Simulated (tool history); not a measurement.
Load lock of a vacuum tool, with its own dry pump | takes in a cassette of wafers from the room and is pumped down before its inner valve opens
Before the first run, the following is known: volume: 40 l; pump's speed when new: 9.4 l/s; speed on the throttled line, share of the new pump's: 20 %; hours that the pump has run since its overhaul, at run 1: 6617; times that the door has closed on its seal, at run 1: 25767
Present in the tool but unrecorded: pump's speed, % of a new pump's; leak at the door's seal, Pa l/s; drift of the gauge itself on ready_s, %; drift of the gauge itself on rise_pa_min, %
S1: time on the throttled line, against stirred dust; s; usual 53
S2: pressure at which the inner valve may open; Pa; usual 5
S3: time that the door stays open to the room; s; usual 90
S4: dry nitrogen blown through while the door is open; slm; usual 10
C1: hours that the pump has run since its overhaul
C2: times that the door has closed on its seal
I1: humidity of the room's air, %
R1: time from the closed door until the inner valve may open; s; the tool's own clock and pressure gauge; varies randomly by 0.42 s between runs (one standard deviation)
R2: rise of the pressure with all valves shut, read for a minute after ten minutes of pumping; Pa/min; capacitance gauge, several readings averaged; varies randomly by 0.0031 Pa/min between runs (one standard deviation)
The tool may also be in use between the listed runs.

run 1 hour=0 | S1=53 S2=5 S3=90 S4=10 | C1=6617 C2=25767 | I1=46.3 | R1=86.7 R2=0.287
run 2 hour=119.1 | S1=53 S2=5 S3=90 S4=10 | C1=6736 C2=26115 | I1=46.3 | R1=87.7 R2=0.291
run 3 hour=215.4 | S1=53 S2=5 S3=90 S4=10 | C1=6832 C2=26396 | I1=46 | R1=87.9 R2=0.296
run 4 hour=366.4 | S1=53 S2=5 S3=90 S4=10 | C1=6983 C2=26837 | I1=44 | R1=87.8 R2=0.299
run 5 hour=471.3 | S1=53 S2=5 S3=90 S4=10 | C1=7088 C2=27143 | I1=46 | R1=87.3 R2=0.305
run 6 hour=671.8 | S1=53 S2=5 S3=90 S4=4 | C1=7289 C2=27729 | I1=47.5 | R1=87.2 R2=0.334
run 7 hour=775.7 | S1=106 S2=5 S3=90 S4=10 | C1=7392 C2=28032 | I1=42 | R1=129.3 R2=0.308
run 8 hour=891.2 | S1=53 S2=5 S3=90 S4=10 | C1=7508 C2=28369 | I1=45.7 | R1=87.3 R2=0.317
-- hour=909 door's seal changed, seat wiped
run 9 hour=1088.8 | S1=53 S2=8 S3=90 S4=10 | C1=7704 C2=525 | I1=45 | R1=85.4 R2=0.082
run 10 hour=1263.3 | S1=53 S2=9 S3=90 S4=10 | C1=7879 C2=1034 | I1=46.8 | R1=85.2 R2=0.087
run 11 hour=1357.7 | S1=53 S2=9 S3=90 S4=10 | C1=7973 C2=1310 | I1=45.7 | R1=84.3 R2=0.088
run 12 hour=1442.4 | S1=53 S2=9 S3=90 S4=10 | C1=8058 C2=1557 | I1=44.5 | R1=84.5 R2=0.089
run 13 hour=1564.9 | S1=53 S2=9 S3=90 S4=10 | C1=8180 C2=1915 | I1=46.4 | R1=84.5 R2=0.09
run 14 hour=1685.9 | S1=53 S2=5 S3=90 S4=10 | C1=8301 C2=2268 | I1=43 | R1=86.7 R2=0.086
run 15 hour=1852.1 | S1=53 S2=10 S3=90 S4=10 | C1=8467 C2=2753 | I1=40.4 | R1=83.8 R2=0.084
run 16 hour=1990 | S1=53 S2=10 S3=90 S4=10 | C1=8605 C2=3156 | I1=43.6 | R1=84.5 R2=0.085
run 17 hour=2151 | S1=53 S2=5 S3=107 S4=10 | C1=8766 C2=3626 | I1=47.7 | R1=87.9 R2=0.111
run 18 hour=2238.7 | S1=53 S2=5 S3=90 S4=10 | C1=8854 C2=3882 | I1=44.9 | R1=88.1 R2=0.094
run 19 hour=2350.4 | S1=53 S2=5 S3=90 S4=10 | C1=8966 C2=4208 | I1=46.3 | R1=88.1 R2=0.098
run 20 hour=2550.6 | S1=53 S2=5 S3=90 S4=10 | C1=9166 C2=4793 | I1=44.6 | R1=87.6 R2=0.091
run 21 hour=2723.2 | S1=30 S2=8 S3=90 S4=10 | C1=9338 C2=5297 | I1=46.2 | R1=67.4 R2=0.1
run 22 hour=2902.6 | S1=79 S2=4 S3=109 S4=10 | C1=9518 C2=5821 | I1=42.6 | R1=109.4 R2=0.105
run 23 hour=3100.6 | S1=53 S2=5 S3=90 S4=22 | C1=9716 C2=6399 | I1=41.5 | R1=88.3 R2=0.078
run 24 hour=3290 | S1=88 S2=8 S3=231 S4=22 | C1=9905 C2=6952 | I1=45.9 | R1=113.5 R2=0.139
run 25 hour=3483.9 | S1=68 S2=6 S3=80 S4=7 | C1=10099 C2=7518 | I1=46 | R1=99.1 R2=0.115
run 26 hour=3595.3 | S1=53 S2=5 S3=90 S4=43 | C1=10211 C2=7843 | I1=47.7 | R1=88.2 R2=0.082
run 27 hour=3691.2 | S1=53 S2=5 S3=90 S4=43 | C1=10306 C2=8123 | I1=46 | R1=88.9 R2=0.079
run 28 hour=3856 | S1=45 S2=8 S3=148 S4=8 | C1=10471 C2=8604 | I1=45.2 | R1=79.6 R2=0.148
run 29 hour=4033.3 | S1=45 S2=8 S3=148 S4=8 | C1=10649 C2=9122 | I1=47.5 | R1=80.4 R2=0.157
run 30 hour=4135.4 | S1=69 S2=5 S3=191 S4=22 | C1=10751 C2=9420 | I1=46.9 | R1=101.2 R2=0.142
run 31 hour=4227.7 | S1=69 S2=5 S3=191 S4=22 | C1=10843 C2=9690 | I1=46.4 | R1=101 R2=0.144
run 32 hour=4415 | S1=53 S2=5 S3=125 S4=10 | C1=11030 C2=10237 | I1=45.9 | R1=88.5 R2=0.144
run 33 hour=4574.5 | S1=58 S2=4 S3=67 S4=9 | C1=11190 C2=10702 | I1=43.2 | R1=94.7 R2=0.113
run 34 hour=4681.8 | S1=58 S2=8 S3=67 S4=9 | C1=11297 C2=11016 | I1=47 | R1=90.4 R2=0.124
run 35 hour=4834.4 | S1=53 S2=5 S3=149 S4=10 | C1=11450 C2=11461 | I1=46.6 | R1=89 R2=0.162
run 36 hour=5005.2 | S1=53 S2=4 S3=56 S4=10 | C1=11621 C2=11960 | I1=44.6 | R1=90.2 R2=0.113

What if the next run were any one of these 5? Each begins from the tool's condition after run 36:
run A hour=5110.6 | S1=53 S2=5 S3=90 S4=10 | C1=11726 C2=12268 | I1=45.3 | R1=? R2=?
run B hour=5110.6 | S1=41 S2=4 S3=50 S4=10 | C1=11726 C2=12268 | I1=45.4 | R1=? R2=?
run C hour=5110.6 | S1=53 S2=7 S3=160 S4=16 | C1=11726 C2=12268 | I1=43.5 | R1=? R2=?
run D hour=5110.6 | S1=53 S2=4 S3=90 S4=16 | C1=11726 C2=12268 | I1=42.4 | R1=? R2=?
run E hour=5110.6 | S1=49 S2=5 S3=90 S4=10 | C1=11726 C2=12268 | I1=42.4 | R1=? R2=?

run=A R1=89.2 R2=0.139
run=B R1=80.9 R2=0.116
run=C R1=87.5 R2=0.152
run=D R1=89 R2=0.123
run=E R1=85.7 R2=0.134
What these runs would have given with no unlogged condition in the tool:
run=A R1=85.7 R2=0.082
run=B R1=77 R2=0.059
run=C R1=84.1 R2=0.096
run=D R1=85.4 R2=0.067
run=E R1=82.2 R2=0.077

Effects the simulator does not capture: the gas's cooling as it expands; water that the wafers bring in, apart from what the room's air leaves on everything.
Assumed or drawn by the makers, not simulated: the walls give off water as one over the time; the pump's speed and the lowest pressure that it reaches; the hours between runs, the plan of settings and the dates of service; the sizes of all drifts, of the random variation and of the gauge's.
